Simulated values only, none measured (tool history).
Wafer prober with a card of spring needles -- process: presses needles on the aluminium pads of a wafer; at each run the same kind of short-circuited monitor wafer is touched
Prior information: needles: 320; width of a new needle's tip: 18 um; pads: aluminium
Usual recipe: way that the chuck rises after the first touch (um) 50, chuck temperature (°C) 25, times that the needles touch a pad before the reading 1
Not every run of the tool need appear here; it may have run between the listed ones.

run	day	way that the chuck rises after the first touch (um)	chuck temperature (°C)	times that the needles touch a pad before the reading	resistance of one needle with its contact and lead (mohm)	way that a needle slides on the pad (um)
1	0	50	25	1	667	8.31
# day 0.117: tips cleaned on abrasive film
2	1.188	41	25	1	839	6.82
# day 1.638: tips cleaned on abrasive film
# day 3.038: tips cleaned on abrasive film
# day 3.083: height of the first contact set anew
3	3.083	41	25	1	348	7.08
4	4.279	41	25	1	841	7.05
# day 4.575: tips cleaned on abrasive film
5	5.408	41	25	1	750	7.07
# day 6.092: tips cleaned on abrasive film
6	6.783	50	25	2	456	8.64
# day 7.65: tips cleaned on abrasive film
7	7.846	39	25	1	496	6.7
# day 9.175: tips cleaned on abrasive film
8	10.112	45	25	1	698	7.72
# day 10.604: tips cleaned on abrasive film
9	11.412	45	25	1	639	7.66
# day 12.108: tips cleaned on abrasive film
# day 13.529: tips cleaned on abrasive film
10	13.546	45	25	1	314	7.66
# day 15.012: tips cleaned on abrasive film
11	15.108	50	25	1	360	8.52
# day 16.525: tips cleaned on abrasive film
12	17.217	50	25	1	595	8.43
# day 18.038: tips cleaned on abrasive film
13	19.358	34	37	2	785	5.68
# day 19.571: tips cleaned on abrasive film
# day 21.038: tips cleaned on abrasive film
14	21.133	57	25	1	347	9.65
# day 22.558: tips cleaned on abrasive film
15	23.408	57	25	1	548	9.61
# day 24.025: tips cleaned on abrasive film
# day 25.475: tips cleaned on abrasive film
16	25.488	50	33	1	328	8.37
# day 26.929: tips cleaned on abrasive film
17	27.371	46	25	1	588	7.72
# day 28.408: tips cleaned on abrasive film
18	28.721	34	124	1	692	5.58
# day 29.938: tips cleaned on abrasive film
19	30.55	34	124	1	874	5.59
# day 31.438: tips cleaned on abrasive film
20	32.312	51	38	2	506	8.49
# day 32.858: tips cleaned on abrasive film
21	33.704	55	89	1	545	9.2
# day 34.308: tips cleaned on abrasive film
# day 34.888: height of the first contact set anew
22	35.421	55	40	2	469	9.46

Alternative continuations, all from the tool just after run 22; predict every row:
# day 35.767: tips cleaned on abrasive film
# day 37.254: tips cleaned on abrasive film
A	37.608	37	60	1	?	?
# day 35.767: tips cleaned on abrasive film
# day 37.254: tips cleaned on abrasive film
B	37.608	32	43	3	?	?
# day 35.767: tips cleaned on abrasive film
# day 37.254: tips cleaned on abrasive film
C	37.608	50	112	2	?	?

run	resistance of one needle with its contact and lead (mohm)	way that a needle slides on the pad (um)
A	655	6.35
B	475	5.49
C	413	8.56
What these runs would have given with no unlogged condition in the tool:
run	resistance of one needle with its contact and lead (mohm)	way that a needle slides on the pad (um)
A	293	6.38
B	294	5.52
C	299	8.59

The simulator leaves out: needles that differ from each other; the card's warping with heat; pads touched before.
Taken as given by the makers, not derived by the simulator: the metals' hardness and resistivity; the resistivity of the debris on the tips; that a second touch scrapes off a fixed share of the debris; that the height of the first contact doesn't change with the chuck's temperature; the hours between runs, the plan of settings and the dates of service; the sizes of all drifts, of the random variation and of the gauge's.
